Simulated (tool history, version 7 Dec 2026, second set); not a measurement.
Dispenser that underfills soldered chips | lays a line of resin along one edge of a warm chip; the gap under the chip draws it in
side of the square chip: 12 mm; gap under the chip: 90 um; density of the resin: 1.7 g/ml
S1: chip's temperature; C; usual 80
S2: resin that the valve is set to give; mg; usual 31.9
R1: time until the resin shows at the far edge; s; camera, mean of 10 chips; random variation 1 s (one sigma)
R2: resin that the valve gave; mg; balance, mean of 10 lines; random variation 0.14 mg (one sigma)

run 1 hour=0 | S1=80 S2=31.9 | R1=119.2 R2=31.18
run 2 hour=5.2 | S1=80 S2=31.9 | R1=142.8 R2=31.23
-- hour=6.6 new syringe of resin
run 3 hour=9.6 | S1=80 S2=31.9 | R1=105.8 R2=31.17
run 4 hour=12.2 | S1=80 S2=31.9 | R1=117.1 R2=30.86
run 5 hour=15.8 | S1=80 S2=35.3 | R1=129 R2=34.08
run 6 hour=18.5 | S1=80 S2=37.2 | R1=142.7 R2=36.38
-- hour=19.2 new syringe of resin
run 7 hour=23.8 | S1=80 S2=37.2 | R1=109.1 R2=36.14
run 8 hour=26.6 | S1=89 S2=31.9 | R1=89.8 R2=30.73
run 9 hour=29 | S1=80 S2=32.1 | R1=138.8 R2=31.05
-- hour=32 new syringe of resin
run 10 hour=33.8 | S1=80 S2=32.1 | R1=103.3 R2=30.99
run 11 hour=37 | S1=80 S2=31.9 | R1=117 R2=30.79
run 12 hour=41.9 | S1=80 S2=31.9 | R1=138.8 R2=30.86
-- hour=44.6 new syringe of resin
run 13 hour=45.2 | S1=80 S2=31.9 | R1=97.6 R2=30.68
run 14 hour=49.8 | S1=80 S2=38.4 | R1=113.7 R2=37.23
run 15 hour=52.8 | S1=80 S2=38.4 | R1=127.5 R2=36.91
-- hour=57.3 new syringe of resin
run 16 hour=57.3 | S1=80 S2=37.8 | R1=90.9 R2=36.2
run 17 hour=60.6 | S1=80 S2=37.8 | R1=102.4 R2=36.24
run 18 hour=64.2 | S1=80 S2=37.8 | R1=118.2 R2=36.31
run 19 hour=69.4 | S1=91 S2=31.6 | R1=97.2 R2=30.36
-- hour=70 new syringe of resin
run 20 hour=72.3 | S1=91 S2=31.6 | R1=68.1 R2=30.15
run 21 hour=74.9 | S1=83 S2=31.8 | R1=103.1 R2=30.33
run 22 hour=79.7 | S1=89 S2=37.1 | R1=93.4 R2=35.43
-- hour=82.7 new syringe of resin
run 23 hour=83.5 | S1=77 S2=35.3 | R1=107.2 R2=33.73
run 24 hour=88.7 | S1=86 S2=32.6 | R1=92.2 R2=31.12
run 25 hour=93.4 | S1=76 S2=37.5 | R1=158.9 R2=35.84
-- hour=95.3 new syringe of resin
run 26 hour=97.1 | S1=76 S2=37.5 | R1=118 R2=35.75
run 27 hour=100.3 | S1=71 S2=34 | R1=164.3 R2=32.22
-- hour=103.6 dispensing valve cleaned and set on the balance
run 28 hour=104.1 | S1=72 S2=31.9 | R1=174.4 R2=31.88
run 29 hour=107.3 | S1=67 S2=33 | R1=242.7 R2=32.96
-- hour=109.2 new syringe of resin
run 30 hour=112.1 | S1=86 S2=37.6 | R1=81.2 R2=37.62
run 31 hour=115.4 | S1=86 S2=37.6 | R1=92.7 R2=37.27
run 32 hour=119.2 | S1=76 S2=37.4 | R1=158.4 R2=37.12
-- hour=121.8 new syringe of resin
run 33 hour=124.2 | S1=94 S2=36.2 | R1=59.3 R2=35.81
run 34 hour=126.6 | S1=81 S2=29.3 | R1=113.3 R2=29.11
run 35 hour=130.8 | S1=94 S2=31.7 | R1=79 R2=31.57
run 36 hour=133.7 | S1=86 S2=40.2 | R1=113.4 R2=39.72

The same runs without the tool's hidden state, with the same run-to-run variation:
The hidden state here: resin's viscosity, % of fresh resin's; dose that the valve gives, % of what is set; true chip temperature over the reading, C; drift of the gauge itself on fill_s, %; drift of the gauge itself on given_mg, %.
run=1 R1=96.3 R2=31.92
run=2 R1=95 R2=32.02
run=3 R1=96.2 R2=31.99
run=4 R1=96.6 R2=31.69
run=5 R1=93 R2=35.04
run=6 R1=93.3 R2=37.43
run=7 R1=93 R2=37.23
run=8 R1=68.6 R2=31.68
run=9 R1=97.2 R2=32.03
run=10 R1=96.9 R2=32.02
run=11 R1=97.5 R2=31.84
run=12 R1=96.3 R2=31.95
run=13 R1=96.4 R2=31.79
run=14 R1=94.7 R2=38.62
run=15 R1=95.3 R2=38.33
run=16 R1=93.5 R2=37.63
run=17 R1=93.1 R2=37.71
run=18 R1=93.8 R2=37.82
run=19 R1=63.1 R2=31.67
run=20 R1=63.5 R2=31.48
run=21 R1=87.3 R2=31.69
run=22 R1=66.2 R2=37.07
run=23 R1=106.3 R2=35.32
run=24 R1=75.2 R2=32.65
run=25 R1=109 R2=37.65
run=26 R1=112.7 R2=37.59
run=27 R1=139.1 R2=33.91
run=28 R1=134.1 R2=31.83
run=29 R1=165.3 R2=32.94
run=30 R1=74.2 R2=37.64
run=31 R1=74.8 R2=37.32
run=32 R1=110.9 R2=37.22
run=33 R1=54.4 R2=35.95
run=34 R1=95 R2=29.25
run=35 R1=56.7 R2=31.75
run=36 R1=73 R2=39.98
